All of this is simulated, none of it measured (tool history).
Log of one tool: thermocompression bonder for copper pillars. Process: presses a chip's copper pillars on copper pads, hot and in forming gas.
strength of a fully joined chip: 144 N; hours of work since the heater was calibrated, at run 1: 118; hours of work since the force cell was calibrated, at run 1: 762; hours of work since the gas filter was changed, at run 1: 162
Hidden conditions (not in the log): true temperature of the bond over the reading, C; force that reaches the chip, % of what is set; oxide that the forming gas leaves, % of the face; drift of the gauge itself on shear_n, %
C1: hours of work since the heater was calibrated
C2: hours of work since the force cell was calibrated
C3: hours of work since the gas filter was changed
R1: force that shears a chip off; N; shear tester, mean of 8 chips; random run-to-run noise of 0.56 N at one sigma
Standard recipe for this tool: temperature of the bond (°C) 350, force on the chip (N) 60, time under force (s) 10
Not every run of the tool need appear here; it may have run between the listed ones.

{"run": 1, "hour": 0.0, "temperature of the bond (°C)": 350, "force on the chip (N)": 60, "time under force (s)": 10, "C1": 118, "C2": 762, "C3": 162, "R1": 61}
{"run": 2, "hour": 33.6, "temperature of the bond (°C)": 350, "force on the chip (N)": 60, "time under force (s)": 10, "C1": 139, "C2": 783, "C3": 183, "R1": 61.2}
{"run": 3, "hour": 50.6, "temperature of the bond (°C)": 350, "force on the chip (N)": 60, "time under force (s)": 10, "C1": 149, "C2": 794, "C3": 194, "R1": 61.8}
{"run": 4, "hour": 82.0, "temperature of the bond (°C)": 335, "force on the chip (N)": 60, "time under force (s)": 10, "C1": 169, "C2": 813, "C3": 214, "R1": 52}
{"run": 5, "hour": 109.9, "temperature of the bond (°C)": 335, "force on the chip (N)": 60, "time under force (s)": 10, "C1": 187, "C2": 831, "C3": 231, "R1": 51.3}
{"run": 6, "hour": 143.4, "temperature of the bond (°C)": 335, "force on the chip (N)": 60, "time under force (s)": 10, "C1": 208, "C2": 852, "C3": 252, "R1": 49.9}
{"run": 7, "hour": 169.1, "temperature of the bond (°C)": 358, "force on the chip (N)": 43, "time under force (s)": 17, "C1": 224, "C2": 868, "C3": 268, "R1": 63.2}
{"hour": 201.8, "done": "forming gas filter changed"}
{"run": 8, "hour": 209.7, "temperature of the bond (°C)": 346, "force on the chip (N)": 46, "time under force (s)": 23, "C1": 249, "C2": 893, "C3": 5, "R1": 70.9}
{"run": 9, "hour": 240.1, "temperature of the bond (°C)": 346, "force on the chip (N)": 46, "time under force (s)": 23, "C1": 268, "C2": 912, "C3": 24, "R1": 70.5}
{"run": 10, "hour": 267.9, "temperature of the bond (°C)": 346, "force on the chip (N)": 46, "time under force (s)": 23, "C1": 285, "C2": 930, "C3": 42, "R1": 69.2}
{"run": 11, "hour": 292.5, "temperature of the bond (°C)": 380, "force on the chip (N)": 86, "time under force (s)": 10, "C1": 301, "C2": 945, "C3": 57, "R1": 98.7}
{"run": 12, "hour": 323.9, "temperature of the bond (°C)": 380, "force on the chip (N)": 86, "time under force (s)": 10, "C1": 321, "C2": 965, "C3": 77, "R1": 97.6}

Forecast each of these 4 alternatives for the next run:
{"run": "A", "hour": 355.6, "temperature of the bond (°C)": 360, "force on the chip (N)": 60, "time under force (s)": 10, "C1": 340, "C2": 985, "C3": 97, "R1": "?"}
{"run": "B", "hour": 355.6, "temperature of the bond (°C)": 350, "force on the chip (N)": 81, "time under force (s)": 10, "C1": 340, "C2": 985, "C3": 97, "R1": "?"}
{"run": "C", "hour": 355.6, "temperature of the bond (°C)": 371, "force on the chip (N)": 48, "time under force (s)": 26, "C1": 340, "C2": 985, "C3": 97, "R1": "?"}
{"run": "D", "hour": 355.6, "temperature of the bond (°C)": 380, "force on the chip (N)": 67, "time under force (s)": 10, "C1": 340, "C2": 985, "C3": 97, "R1": "?"}

run=A R1=68.5
run=B R1=73
run=C R1=91.9
run=D R1=86.2
What these runs would have given with no unlogged condition in the tool:
run=A R1=69.9
run=B R1=74.6
run=C R1=94
run=D R1=88

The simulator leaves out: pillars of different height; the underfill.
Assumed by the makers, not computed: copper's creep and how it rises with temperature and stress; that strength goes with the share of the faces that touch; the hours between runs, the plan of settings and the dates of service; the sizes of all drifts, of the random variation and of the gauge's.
